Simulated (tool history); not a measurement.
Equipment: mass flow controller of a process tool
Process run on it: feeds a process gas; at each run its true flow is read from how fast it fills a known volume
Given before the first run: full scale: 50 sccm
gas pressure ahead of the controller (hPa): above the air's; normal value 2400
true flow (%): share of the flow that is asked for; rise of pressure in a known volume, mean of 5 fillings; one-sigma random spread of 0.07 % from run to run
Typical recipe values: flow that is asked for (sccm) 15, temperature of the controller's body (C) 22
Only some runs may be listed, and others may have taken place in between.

run	hour	flow that is asked for (sccm)	gas pressure ahead of the controller (hPa)	temperature of the controller's body (C)	true flow (%)
1	0.0	15	2400	22	98.03
2	91.2	15	2400	22	97.86
3	166.9	15	2400	22	97.84
4	294.4	15	2400	22	97.48
5	372.3	15	1500	22	97.53
6	446.7	15	2400	22	97.25
7	534.5	7	1600	29	96.48
8	604.6	6	2580	22	96.44
9	734.0	15	1950	32	96.41
10	862.1	15	1950	32	96.01
11	957.3	9	2400	28	95.81

What if the next run were any one of these 3? Each begins from the tool's condition after run 11:
A	1047.0	5	1770	27	?
B	1047.0	5	2240	34	?
C	1047.0	13	2400	28	?

run	true flow (%)
A	95.44
B	95.10
C	95.87
With the hidden condition removed and each run's random variation left untouched, the same runs would have given:
run	true flow (%)
A	97.19
B	96.84
C	97.65
